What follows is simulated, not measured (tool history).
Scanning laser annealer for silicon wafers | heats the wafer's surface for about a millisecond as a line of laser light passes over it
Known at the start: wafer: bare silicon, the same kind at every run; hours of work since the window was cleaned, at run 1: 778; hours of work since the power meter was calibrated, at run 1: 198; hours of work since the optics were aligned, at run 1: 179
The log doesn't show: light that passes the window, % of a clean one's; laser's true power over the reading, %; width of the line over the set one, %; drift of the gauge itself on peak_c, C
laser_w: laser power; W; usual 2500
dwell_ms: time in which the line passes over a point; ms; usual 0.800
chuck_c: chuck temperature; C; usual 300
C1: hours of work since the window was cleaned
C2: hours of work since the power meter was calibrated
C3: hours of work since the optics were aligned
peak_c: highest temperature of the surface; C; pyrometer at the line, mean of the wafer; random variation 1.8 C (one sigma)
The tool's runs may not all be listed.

Run 1, day 0.000: usual settings; C1 778; C2 198; C3 179. Result: peak_c 1000 C.
Run 2, day 0.458: usual settings; C1 786; C2 205; C3 187. Result: peak_c 1001 C.
Run 3, day 1.067: usual settings; C1 795; C2 215; C3 197. Result: peak_c 1001 C.
Run 4, day 1.479: usual settings but dwell_ms 0.998 ms; C1 802; C2 222; C3 203. Result: peak_c 1087 C.
Run 5, day 2.046: usual settings; C1 811; C2 231; C3 212. Result: peak_c 999 C.
Run 6, day 2.712: usual settings; C1 822; C2 242; C3 223. Result: peak_c 1001 C.
Run 7, day 3.129: usual settings; C1 828; C2 248; C3 230. Result: peak_c 998 C.
Run 8, day 3.654: usual settings but chuck_c 340 C; C1 837; C2 257; C3 238. Result: peak_c 1040 C.
Run 9, day 4.008: usual settings; C1 843; C2 262; C3 244. Result: peak_c 995 C.
At day 4.338: window over the wafer cleaned.
Run 10, day 4.546: usual settings but chuck_c 267 C; C1 3; C2 270; C3 251. Result: peak_c 1003 C.
Run 11, day 5.096: usual settings but chuck_c 267 C; C1 12; C2 278; C3 260. Result: peak_c 999 C.
Run 12, day 5.758: usual settings but laser_w 2163 W, dwell_ms 0.989 ms; C1 23; C2 289; C3 270. Result: peak_c 982 C.
At day 5.954: laser's power meter calibrated.
Run 13, day 6.529: usual settings but laser_w 2345 W, dwell_ms 0.748 ms; C1 33; C2 9; C3 281. Result: peak_c 950 C.
Run 14, day 7.004: usual settings but laser_w 2345 W, dwell_ms 0.748 ms; C1 41; C2 17; C3 288. Result: peak_c 953 C.
Run 15, day 7.600: usual settings but laser_w 2345 W, dwell_ms 0.748 ms; C1 50; C2 26; C3 298. Result: peak_c 951 C.
Run 16, day 7.971: usual settings but laser_w 2126 W, dwell_ms 0.847 ms, chuck_c 310 C; C1 56; C2 32; C3 304. Result: peak_c 923 C.
Run 17, day 8.454: usual settings but laser_w 2484 W, chuck_c 323 C; C1 64; C2 40; C3 312. Result: peak_c 1047 C.
Run 18, day 9.254: usual settings but laser_w 2660 W; C1 77; C2 53; C3 324. Result: peak_c 1088 C.
At day 9.558: laser's power meter calibrated, once more.
Run 19, day 10.138: usual settings but laser_w 2660 W, dwell_ms 0.629 ms, chuck_c 275 C; C1 89; C2 9; C3 337. Result: peak_c 967 C.
Run 20, day 10.542: usual settings but laser_w 2369 W, dwell_ms 0.783 ms, chuck_c 263 C; C1 95; C2 16; C3 343. Result: peak_c 938 C.

3 ways to go on from here, each from the tool as it stands after run 20. What would each give?
Run A, day 11.229: usual settings but laser_w 2645 W, dwell_ms 0.722 ms, chuck_c 275 C; C1 106; C2 27; C3 354. Result: peak_c ?.
Run B, day 11.229: usual settings but laser_w 2216 W; C1 106; C2 27; C3 354. Result: peak_c ?.
Run C, day 11.229: usual settings but laser_w 2603 W, dwell_ms 0.743 ms, chuck_c 278 C; C1 106; C2 27; C3 354. Result: peak_c ?.

run  peak_c
  A    1014
  B     922
  C    1013
Without the tool's hidden state the same runs would have given:
run  peak_c
  A    1027
  B     934
  C    1027
